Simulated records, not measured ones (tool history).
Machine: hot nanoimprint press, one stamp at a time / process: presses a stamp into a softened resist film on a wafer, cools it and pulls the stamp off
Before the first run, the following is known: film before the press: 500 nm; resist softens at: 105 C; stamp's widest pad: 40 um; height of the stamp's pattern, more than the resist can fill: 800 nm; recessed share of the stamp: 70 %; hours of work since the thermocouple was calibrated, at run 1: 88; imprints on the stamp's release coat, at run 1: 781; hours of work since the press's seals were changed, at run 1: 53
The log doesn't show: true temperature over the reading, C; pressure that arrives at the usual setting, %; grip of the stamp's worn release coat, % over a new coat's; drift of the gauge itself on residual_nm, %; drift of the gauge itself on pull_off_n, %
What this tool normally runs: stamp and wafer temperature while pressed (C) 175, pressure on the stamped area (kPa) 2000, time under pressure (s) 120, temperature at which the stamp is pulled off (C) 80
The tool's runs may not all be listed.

| run | hour | stamp and wafer temperature while pressed (C) | pressure on the stamped area (kPa) | time under pressure (s) | temperature at which the stamp is pulled off (C) | hours of work since the thermocouple was calibrated | imprints on the stamp's release coat | hours of work since the press's seals were changed | resist left under the stamp's widest pad (Å) | greatest force while the stamp is pulled off (N) |
|---|---|---|---|---|---|---|---|---|---|---|
| 1 | 0.0 | 175 | 2000 | 120 | 80 | 88 | 781 | 53 | 2125 | 107.1 |
| 2 | 14.5 | 175 | 2000 | 120 | 80 | 95 | 807 | 60 | 2127 | 109.5 |
| 3 | 37.2 | 175 | 2000 | 120 | 80 | 106 | 847 | 71 | 2124 | 106.9 |
| 4 | 64.0 | 175 | 2000 | 120 | 80 | 119 | 895 | 84 | 2147 | 109.5 |
| 5 | 87.4 | 175 | 2000 | 120 | 80 | 130 | 937 | 95 | 2132 | 108.1 |
| 6 | 111.1 | 175 | 2000 | 120 | 80 | 141 | 979 | 107 | 2140 | 107.6 |
| 7 | 129.9 | 175 | 2000 | 120 | 80 | 150 | 1012 | 116 | 2134 | 107.1 |
| 8 | 144.9 | 175 | 2000 | 69 | 80 | 158 | 1039 | 123 | 2543 | 108.4 |
| 9 | 157.4 | 164 | 2000 | 69 | 80 | 164 | 1062 | 129 | 3526 | 109.2 |
| 10 | 171.1 | 164 | 2000 | 69 | 80 | 170 | 1086 | 136 | 3534 | 108.4 |
| 11 | 197.7 | 164 | 2000 | 120 | 80 | 183 | 1133 | 149 | 3079 | 108.6 |
| 12 | 219.1 | 164 | 2000 | 120 | 80 | 194 | 1172 | 159 | 3063 | 108.5 |
| 13 | 231.8 | 164 | 2000 | 120 | 80 | 200 | 1194 | 165 | 3061 | 108.4 |
| 14 | 249.1 | 175 | 2000 | 120 | 80 | 208 | 1225 | 174 | 2141 | 108.4 |
| 15 | 275.1 | 175 | 2000 | 120 | 80 | 221 | 1271 | 186 | 2147 | 109.3 |
| 16 | 288.1 | 175 | 2000 | 120 | 80 | 227 | 1295 | 192 | 2148 | 108.6 |
| 17 | 304.1 | 169 | 1720 | 82 | 80 | 235 | 1323 | 200 | 3160 | 107.8 |
| 18 | 316.0 | 169 | 1720 | 82 | 78 | 240 | 1344 | 206 | 3155 | 109.1 |
| 19 | 339.7 | 175 | 3010 | 215 | 80 | 252 | 1387 | 217 | 1381 | 107.5 |
| 20 | 361.6 | 175 | 3010 | 215 | 80 | 262 | 1426 | 228 | 1380 | 108.5 |
| 21 | 380.7 | 175 | 3010 | 215 | 80 | 272 | 1460 | 237 | 1378 | 109.4 |
| 22 | 398.8 | 175 | 2320 | 154 | 80 | 280 | 1492 | 246 | 1819 | 108.6 |
| 23 | 410.1 | 163 | 2000 | 120 | 80 | 286 | 1512 | 251 | 3200 | 108.6 |
| 24 | 432.7 | 184 | 2090 | 84 | 78 | 297 | 1552 | 262 | 1796 | 110.5 |
| 25 | 444.9 | 175 | 1810 | 121 | 80 | 303 | 1574 | 268 | 2284 | 108.5 |
| 26 | 463.3 | 175 | 1330 | 121 | 80 | 311 | 1607 | 277 | 2689 | 107.2 |
| 27 | 476.3 | 164 | 1380 | 225 | 80 | 318 | 1630 | 283 | 3092 | 107.1 |
| 28 | 491.4 | 164 | 1530 | 206 | 83 | 325 | 1657 | 290 | 3022 | 105.4 |
| 29 | 507.2 | 164 | 1530 | 206 | 83 | 333 | 1685 | 298 | 3034 | 105.0 |
| 30 | 529.7 | 175 | 1430 | 95 | 83 | 344 | 1725 | 309 | 2792 | 106.9 |
| 31 | 545.6 | 174 | 2000 | 177 | 80 | 351 | 1754 | 317 | 1970 | 108.6 |

For some of the steps in resist left under the stamp's widest pad (Å) from one run to the next: how much would appear even if the tool had no hidden state, given the settings, what came in and random variation, and how much remains for the hidden state plus any gauge scatter that the measured result and the result without hidden state don't share?
Run 18 -> 19: stamp and wafer temperature while pressed (C) 169 -> 175, pressure on the stamped area (kPa) 1720 -> 3010, time under pressure (s) 82 -> 215, temperature at which the stamp is pulled off (C) 78 -> 80. resist left under the stamp's widest pad (Å) -1774: hidden state -18, all else -1756.
Run 22 -> 23: stamp and wafer temperature while pressed (C) 175 -> 163, pressure on the stamped area (kPa) 2320 -> 2000, time under pressure (s) 154 -> 120. resist left under the stamp's widest pad (Å) +1381: hidden state +20, all else +1361.
Run 23 -> 24: stamp and wafer temperature while pressed (C) 163 -> 184, pressure on the stamped area (kPa) 2000 -> 2090, time under pressure (s) 120 -> 84, temperature at which the stamp is pulled off (C) 80 -> 78. resist left under the stamp's widest pad (Å) -1404: hidden state -18, all else -1386.
